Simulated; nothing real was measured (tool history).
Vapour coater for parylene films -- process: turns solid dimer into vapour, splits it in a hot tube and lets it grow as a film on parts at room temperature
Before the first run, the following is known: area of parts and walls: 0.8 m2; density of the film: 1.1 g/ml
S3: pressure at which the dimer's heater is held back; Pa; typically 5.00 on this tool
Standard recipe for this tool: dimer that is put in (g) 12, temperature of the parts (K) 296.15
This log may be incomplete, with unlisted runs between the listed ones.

{"run": 1, "hour": 0.0, "dimer that is put in (g)": 12, "temperature of the parts (K)": 296.15, "S3": 5.0, "thickness of the film (µm)": 6.53}
{"run": 2, "hour": 12.9, "dimer that is put in (g)": 12, "temperature of the parts (K)": 296.15, "S3": 5.0, "thickness of the film (µm)": 6.56}
{"run": 3, "hour": 33.2, "dimer that is put in (g)": 12, "temperature of the parts (K)": 296.15, "S3": 5.0, "thickness of the film (µm)": 6.53}
{"run": 4, "hour": 50.4, "dimer that is put in (g)": 12, "temperature of the parts (K)": 296.15, "S3": 5.0, "thickness of the film (µm)": 6.56}
{"run": 5, "hour": 61.6, "dimer that is put in (g)": 12, "temperature of the parts (K)": 296.15, "S3": 5.0, "thickness of the film (µm)": 6.6}
{"run": 6, "hour": 72.7, "dimer that is put in (g)": 12, "temperature of the parts (K)": 296.15, "S3": 5.0, "thickness of the film (µm)": 6.54}
{"run": 7, "hour": 85.4, "dimer that is put in (g)": 12, "temperature of the parts (K)": 296.15, "S3": 5.0, "thickness of the film (µm)": 6.48}
{"run": 8, "hour": 101.1, "dimer that is put in (g)": 12, "temperature of the parts (K)": 296.15, "S3": 5.0, "thickness of the film (µm)": 6.56}
{"run": 9, "hour": 113.1, "dimer that is put in (g)": 12, "temperature of the parts (K)": 296.15, "S3": 5.0, "thickness of the film (µm)": 6.55}
{"run": 10, "hour": 127.4, "dimer that is put in (g)": 11, "temperature of the parts (K)": 288.15, "S3": 5.0, "thickness of the film (µm)": 8.72}
{"run": 11, "hour": 146.2, "dimer that is put in (g)": 18, "temperature of the parts (K)": 296.15, "S3": 2.78, "thickness of the film (µm)": 10.6}
{"run": 12, "hour": 167.2, "dimer that is put in (g)": 6, "temperature of the parts (K)": 290.15, "S3": 2.78, "thickness of the film (µm)": 4.67}
{"run": 13, "hour": 192.3, "dimer that is put in (g)": 6, "temperature of the parts (K)": 290.15, "S3": 2.78, "thickness of the film (µm)": 4.71}

Run 14 comes next. What will it give?
{"run": 14, "hour": 208.8, "dimer that is put in (g)": 12, "temperature of the parts (K)": 302.15, "S3": 2.05, "thickness of the film (µm)": "?"}

thickness of the film (µm): 5.65
On a tool with no hidden condition, and with the same random variation, this run would have come out at thickness of the film (µm) 5.66.

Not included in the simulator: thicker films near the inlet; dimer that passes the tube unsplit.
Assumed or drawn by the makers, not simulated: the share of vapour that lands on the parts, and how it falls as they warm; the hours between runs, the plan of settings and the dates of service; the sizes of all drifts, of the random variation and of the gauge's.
